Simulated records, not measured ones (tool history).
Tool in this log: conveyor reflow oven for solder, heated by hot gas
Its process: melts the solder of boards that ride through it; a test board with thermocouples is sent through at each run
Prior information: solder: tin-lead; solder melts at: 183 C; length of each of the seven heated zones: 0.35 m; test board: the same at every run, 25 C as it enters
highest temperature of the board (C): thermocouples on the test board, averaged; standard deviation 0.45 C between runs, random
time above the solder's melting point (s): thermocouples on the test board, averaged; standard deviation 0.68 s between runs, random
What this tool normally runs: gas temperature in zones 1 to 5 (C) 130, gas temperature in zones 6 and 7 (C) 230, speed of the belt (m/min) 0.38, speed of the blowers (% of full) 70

run	hour	gas temperature in zones 1 to 5 (C)	gas temperature in zones 6 and 7 (C)	speed of the belt (m/min)	speed of the blowers (% of full)	highest temperature of the board (C)	time above the solder's melting point (s)
1	0	130	230	0.38	70	210.4	69.4
2	18	130	230	0.38	70	210.1	70.5
3	39.8	130	230	0.38	70	210.1	69.7
4	60.3	130	230	0.38	70	209.9	70.1
# hour 73.6: flux residue cleaned out of gas plates and filters
5	85.7	130	230	0.38	70	213.5	75.3
6	102.9	130	230	0.38	70	213.3	74.2
7	122.5	130	230	0.335	70	217.2	91.7
8	133.5	130	230	0.335	70	217.3	92
9	149.6	127	230	0.38	70	213.2	73.3
10	171.7	127	232	0.451	70	208	53.3
11	187.9	130	230	0.374	56	210.6	71
12	204.4	130	230	0.374	56	210.1	69.9
13	216.5	130	241	0.374	70	222.1	87.1

Forecast run 14:
14	230.1	130	241	0.369	70	?	?

highest temperature of the board (C): 223.7
time above the solder's melting point (s): 87.8
If the tool had no hidden condition, the same run with the same run-to-run variation would have returned highest temperature of the board (C) 225.9, time above the solder's melting point (s) 89.9.

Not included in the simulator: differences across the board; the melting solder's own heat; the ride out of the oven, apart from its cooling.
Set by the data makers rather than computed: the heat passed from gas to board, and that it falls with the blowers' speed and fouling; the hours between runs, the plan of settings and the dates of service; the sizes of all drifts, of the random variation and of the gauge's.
